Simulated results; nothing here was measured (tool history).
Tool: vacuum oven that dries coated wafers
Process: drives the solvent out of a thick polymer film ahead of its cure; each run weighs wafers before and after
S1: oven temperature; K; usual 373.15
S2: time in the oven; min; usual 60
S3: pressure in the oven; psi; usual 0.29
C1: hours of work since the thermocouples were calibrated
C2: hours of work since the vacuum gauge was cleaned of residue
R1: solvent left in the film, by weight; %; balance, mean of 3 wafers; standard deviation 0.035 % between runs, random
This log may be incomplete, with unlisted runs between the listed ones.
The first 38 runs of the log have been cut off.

| run | hour | S1 | S2 | S3 | C1 | C2 | R1 |
|---|---|---|---|---|---|---|---|
| 39 | 2606.9 | 375.15 | 39 | 0.342 | 263 | 382 | 3.45 |
| 40 | 2678.6 | 373.15 | 60 | 0.656 | 293 | 412 | 2.56 |
| 41 | 2769.8 | 373.15 | 31 | 0.241 | 331 | 450 | 5.1 |
| 42 | 2838.2 | 382.15 | 48 | 0.254 | 359 | 478 | 1.21 |
| 43 | 2883.9 | 377.15 | 34 | 0.29 | 378 | 497 | 3.58 |
| 44 | 2943.6 | 387.15 | 56 | 0.292 | 402 | 522 | 0.44 |
| 45 | 2985.4 | 387.15 | 57 | 0.189 | 420 | 539 | 0.42 |
| 46 | 3033.2 | 362.15 | 93 | 0.422 | 439 | 559 | 3.62 |

Alternative continuations, all from the tool just after run 46; predict every row:
| A | 3125.6 | 367.15 | 77 | 0.796 | 478 | 597 | ? |
| B | 3125.6 | 363.15 | 60 | 0.264 | 478 | 597 | ? |
| C | 3125.6 | 362.15 | 62 | 0.203 | 478 | 597 | ? |

| run | R1 |
|---|---|
| A | 3.44 |
| B | 5.07 |
| C | 5.12 |
Had the tool no hidden state, the same runs would have come out as:
| run | R1 |
|---|---|
| A | 3.11 |
| B | 4.68 |
| C | 4.73 |
